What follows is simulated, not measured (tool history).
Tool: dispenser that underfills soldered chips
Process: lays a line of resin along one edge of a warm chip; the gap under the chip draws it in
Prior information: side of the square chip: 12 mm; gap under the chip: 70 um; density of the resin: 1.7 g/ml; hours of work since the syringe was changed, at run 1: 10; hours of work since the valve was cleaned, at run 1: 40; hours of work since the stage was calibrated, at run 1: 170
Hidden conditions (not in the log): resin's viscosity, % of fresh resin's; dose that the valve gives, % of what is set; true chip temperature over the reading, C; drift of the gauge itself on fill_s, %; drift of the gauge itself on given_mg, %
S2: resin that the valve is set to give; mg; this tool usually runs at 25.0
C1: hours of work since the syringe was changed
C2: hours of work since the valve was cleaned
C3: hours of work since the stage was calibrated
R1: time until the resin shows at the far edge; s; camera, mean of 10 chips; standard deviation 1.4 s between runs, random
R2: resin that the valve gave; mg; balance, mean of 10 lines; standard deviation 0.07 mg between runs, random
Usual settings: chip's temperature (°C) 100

{"run": 1, "day": 0.0, "chip's temperature (°C)": 100, "S2": 25.0, "C1": 10, "C2": 40, "C3": 170, "R1": 238.1, "R2": 24.42}
{"day": 0.171, "done": "new syringe of resin"}
{"run": 2, "day": 0.321, "chip's temperature (°C)": 100, "S2": 25.0, "C1": 3, "C2": 45, "C3": 175, "R1": 154.9, "R2": 24.13}
{"run": 3, "day": 0.583, "chip's temperature (°C)": 100, "S2": 32.5, "C1": 7, "C2": 50, "C3": 180, "R1": 200.5, "R2": 31.41}
{"day": 0.871, "done": "new syringe of resin"}
{"run": 4, "day": 0.9, "chip's temperature (°C)": 100, "S2": 25.0, "C1": 1, "C2": 55, "C3": 185, "R1": 133.8, "R2": 23.95}
{"run": 5, "day": 1.138, "chip's temperature (°C)": 88, "S2": 25.0, "C1": 5, "C2": 59, "C3": 189, "R1": 280.5, "R2": 24.06}
{"run": 6, "day": 1.379, "chip's temperature (°C)": 100, "S2": 24.9, "C1": 9, "C2": 63, "C3": 194, "R1": 223.5, "R2": 23.69}
{"day": 1.583, "done": "new syringe of resin"}
{"run": 7, "day": 1.675, "chip's temperature (°C)": 100, "S2": 25.0, "C1": 2, "C2": 68, "C3": 198, "R1": 145.6, "R2": 23.72}
{"day": 1.779, "done": "dispensing valve cleaned and set on the balance"}
{"run": 8, "day": 2.104, "chip's temperature (°C)": 100, "S2": 25.0, "C1": 8, "C2": 6, "C3": 205, "R1": 216.8, "R2": 24.89}
{"day": 2.333, "done": "new syringe of resin"}
{"run": 9, "day": 2.333, "chip's temperature (°C)": 100, "S2": 25.0, "C1": 0, "C2": 9, "C3": 209, "R1": 129.3, "R2": 24.93}
{"run": 10, "day": 2.538, "chip's temperature (°C)": 100, "S2": 25.0, "C1": 4, "C2": 13, "C3": 213, "R1": 163.8, "R2": 24.78}
{"run": 11, "day": 2.917, "chip's temperature (°C)": 102, "S2": 25.0, "C1": 10, "C2": 20, "C3": 219, "R1": 235.5, "R2": 24.62}
{"day": 3.029, "done": "new syringe of resin"}
{"run": 12, "day": 3.192, "chip's temperature (°C)": 113, "S2": 24.5, "C1": 3, "C2": 24, "C3": 224, "R1": 96.5, "R2": 23.97}
{"run": 13, "day": 3.538, "chip's temperature (°C)": 113, "S2": 24.5, "C1": 9, "C2": 30, "C3": 230, "R1": 141.5, "R2": 23.85}
{"day": 3.758, "done": "new syringe of resin"}
{"run": 14, "day": 3.833, "chip's temperature (°C)": 95, "S2": 24.6, "C1": 1, "C2": 36, "C3": 235, "R1": 171.3, "R2": 24.05}
{"run": 15, "day": 4.021, "chip's temperature (°C)": 103, "S2": 25.0, "C1": 5, "C2": 39, "C3": 238, "R1": 150.8, "R2": 24.28}
{"run": 16, "day": 4.229, "chip's temperature (°C)": 89, "S2": 27.2, "C1": 8, "C2": 42, "C3": 242, "R1": 324.7, "R2": 26.27}
{"day": 4.462, "done": "new syringe of resin"}
{"run": 17, "day": 4.525, "chip's temperature (°C)": 89, "S2": 27.2, "C1": 1, "C2": 47, "C3": 247, "R1": 218.4, "R2": 26.26}
{"run": 18, "day": 4.946, "chip's temperature (°C)": 99, "S2": 22.8, "C1": 8, "C2": 55, "C3": 254, "R1": 240.7, "R2": 21.82}
{"day": 5.183, "done": "new syringe of resin"}
{"run": 19, "day": 5.254, "chip's temperature (°C)": 115, "S2": 22.8, "C1": 1, "C2": 60, "C3": 260, "R1": 84.5, "R2": 21.68}

What would each run have given without the hidden state, its run-to-run variation left as it was?
run=1 R1=136.7 R2=25.18
run=2 R1=134.8 R2=24.99
run=3 R1=132.1 R2=32.64
run=4 R1=135.3 R2=25.00
run=5 R1=220.3 R2=25.19
run=6 R1=134.6 R2=24.90
run=7 R1=136.4 R2=25.03
run=8 R1=134.9 R2=24.98
run=9 R1=134.2 R2=25.09
run=10 R1=136.2 R2=25.02
run=11 R1=129.7 R2=24.99
run=12 R1=82.8 R2=24.42
run=13 R1=83.6 R2=24.41
run=14 R1=166.1 R2=24.72
run=15 R1=119.1 R2=25.02
run=16 R1=206.2 R2=27.15
run=17 R1=213.4 R2=27.25
run=18 R1=148.3 R2=22.79
run=19 R1=81.2 R2=22.74

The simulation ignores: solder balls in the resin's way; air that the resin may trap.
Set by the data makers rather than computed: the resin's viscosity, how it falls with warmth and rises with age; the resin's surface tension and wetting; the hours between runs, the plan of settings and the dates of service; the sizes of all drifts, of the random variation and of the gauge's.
